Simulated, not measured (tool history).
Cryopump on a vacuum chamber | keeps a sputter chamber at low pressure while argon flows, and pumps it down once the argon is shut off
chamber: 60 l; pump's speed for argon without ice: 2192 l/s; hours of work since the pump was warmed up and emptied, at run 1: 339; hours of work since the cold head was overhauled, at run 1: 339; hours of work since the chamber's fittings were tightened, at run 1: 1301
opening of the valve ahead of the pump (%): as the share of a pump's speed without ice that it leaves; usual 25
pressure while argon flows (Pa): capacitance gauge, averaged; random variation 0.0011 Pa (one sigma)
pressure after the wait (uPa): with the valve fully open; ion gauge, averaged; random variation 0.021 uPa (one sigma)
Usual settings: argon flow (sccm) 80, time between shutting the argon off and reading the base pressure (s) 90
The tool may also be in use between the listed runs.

run   hour  argon flow (sccm)  time between shutting the argon off and reading the base pressure (s)  opening of the valve ahead of the pump (%)  hours of work since the pump was warmed up and emptied  hours of work since the cold head was overhauled  hours of work since the chamber's fittings were tightened  pressure while argon flows (Pa)  pressure after the wait (uPa)
  1      0                 80                                                                     90                                          25                                                     339                                               339                                                       1301                           0.2537                              1
  2     19                 80                                                                     90                                          22                                                     349                                               349                                                       1312                           0.2874                           0.97
  3   35.5                 80                                                                     90                                          22                                                     358                                               358                                                       1321                           0.2879                           1.05
  4   48.7                 80                                                                     90                                          22                                                     366                                               366                                                       1328                            0.289                           1.02
  5   68.5                 80                                                                     90                                          22                                                     377                                               377                                                       1339                           0.2892                           1.04
  6   87.2                 80                                                                     93                                          25                                                     387                                               387                                                       1350                           0.2548                           1.05
  7  106.2                 80                                                                     93                                          25                                                     398                                               398                                                       1360                            0.256                           1.05
  8    118                 71                                                                     90                                          25                                                     404                                               404                                                       1367                           0.2279                           1.13
  9  134.3                 71                                                                     90                                          25                                                     413                                               413                                                       1376                           0.2273                           1.07
 10  146.1                 36                                                                     90                                          25                                                     420                                               420                                                       1382                           0.1144                           1.09
 11  163.3                 36                                                                     90                                          25                                                     429                                               429                                                       1392                            0.114                           1.11
 12  177.9                 80                                                                     90                                          58                                                     437                                               437                                                       1400                           0.1162                           1.13
 13  194.7                 80                                                                     90                                          58                                                     447                                               447                                                       1409                           0.1161                           1.16
 14  214.1                 33                                                                     90                                          26                                                     457                                               457                                                       1420                           0.1024                           1.12
 15  233.7                 89                                                                     90                                          25                                                     468                                               468                                                       1431                           0.2864                           1.09
 16  254.1                 34                                                                    126                                          25                                                     480                                               480                                                       1442                             0.11                           1.08
 17  263.6                 34                                                                    126                                          25                                                     485                                               485                                                       1447                           0.1089                           1.09
 18    277                 61                                                                    126                                          30                                                     492                                               492                                                       1455                           0.1659                           1.09
 19  289.2                 61                                                                    228                                          30                                                     499                                               499                                                       1462                            0.165                           0.99
 20  301.8                 32                                                                     54                                          17                                                     506                                               506                                                       1469                           0.1496                           1.29
 21  316.8                 32                                                                    211                                          17                                                     514                                               514                                                       1477                           0.1484                           0.98
 22  333.3                 54                                                                    268                                          39                                                     524                                               524                                                       1486                           0.1148                           1.03
 23  352.3                 54                                                                    268                                          39                                                     534                                               534                                                       1497                           0.1145                           1.02
 24  363.9                 54                                                                    268                                          39                                                     541                                               541                                                       1503                           0.1152                           1.03

Some steps in pressure while argon flows (Pa) between neighbouring runs. How much of each would the tool show without its hidden state too (settings, what came in, random variation), and how much is left for the hidden state, with any gauge scatter that isn't in both results?
The hidden state here: pump's speed, % of a pump's without ice; cold plate's temperature, K; leak into the chamber, uPa l/s; drift of the gauge itself on working_pa, %; drift of the gauge itself on base_upa, %.
Run 14 -> 15: argon flow (sccm) 33 -> 89, opening of the valve ahead of the pump (%) 26 -> 25. pressure while argon flows (Pa) +0.184: hidden state +0.0075, all else +0.1765.
Run 15 -> 16: argon flow (sccm) 89 -> 34, time between shutting the argon off and reading the base pressure (s) 90 -> 126. pressure while argon flows (Pa) -0.1764: hidden state -0.0071, all else -0.1693.

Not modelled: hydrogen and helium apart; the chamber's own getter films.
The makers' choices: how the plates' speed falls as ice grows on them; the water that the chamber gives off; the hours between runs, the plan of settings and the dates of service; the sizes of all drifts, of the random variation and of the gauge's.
